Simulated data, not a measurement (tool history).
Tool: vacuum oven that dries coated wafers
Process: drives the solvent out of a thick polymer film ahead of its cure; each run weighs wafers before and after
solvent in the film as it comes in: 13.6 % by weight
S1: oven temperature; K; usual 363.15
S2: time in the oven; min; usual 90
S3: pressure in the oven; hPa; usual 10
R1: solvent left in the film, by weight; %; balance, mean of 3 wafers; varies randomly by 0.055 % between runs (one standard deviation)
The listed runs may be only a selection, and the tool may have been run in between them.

run	day	S1	S2	S3	R1
1	0	363.15	90	10	2.97
2	0.775	363.15	90	29.2	4.19
3	1.408	363.15	90	15.5	3.5
4	1.783	363.15	56	15.5	5.12
5	2.179	363.15	90	10	2.97
6	2.883	363.15	90	10	3.12
7	3.246	363.15	90	5.8	2.88
8	4.033	363.15	90	5.8	2.83
9	4.742	363.15	145	5.8	1.32
# day 5.029: oven's thermocouples calibrated
10	5.558	363.15	145	5.8	0.91
11	5.958	363.15	145	5.8	0.9
12	6.721	363.15	145	5.8	0.92
13	7.471	363.15	90	10	2.18
14	8.262	363.15	90	10	2.29
15	8.733	363.15	90	10	2.3
16	9.15	363.15	141	10	1.28
17	9.625	355.15	141	10	2.65
18	10.292	355.15	141	10	2.63
19	10.879	363.15	90	10	2.28
20	11.488	351.15	90	10	5.22
21	11.946	351.15	90	10	5.24
22	12.429	351.15	90	10	5.09
23	13.175	363.15	72	10	2.98
24	13.962	363.15	90	10	2.24
25	14.712	357.15	90	26.7	4.74
26	15.35	365.15	119	13.3	1.44
27	15.925	374.15	128	12.9	0.76
28	16.317	352.15	65	19.7	6.81
29	16.821	352.15	133	9.6	3.48
30	17.621	357.15	147	10	2.16
31	18.162	357.15	102	16.8	3.63
32	18.767	353.15	129	34.3	5.43
33	19.346	353.15	129	34.3	5.44
34	20.108	350.15	73	20.4	7.05
35	20.633	351.15	57	32.8	8.22
36	21.108	351.15	57	32.8	8.19
37	21.679	366.15	154	32.8	2.19
38	22.342	366.15	154	32.8	2.33
39	22.862	363.15	135	32.8	2.79
40	23.625	363.15	143	14.5	1.54
41	24.067	358.15	47	5.6	5.69
42	24.817	370.15	82	16.2	1.74

The next listed run, before its measurement:
43	25.162	348.15	82	36.5	?

R1: 8.35 %
Take away the tool's hidden state, keep the run-to-run variation as it was, and the same run would have given R1 8.29 %.
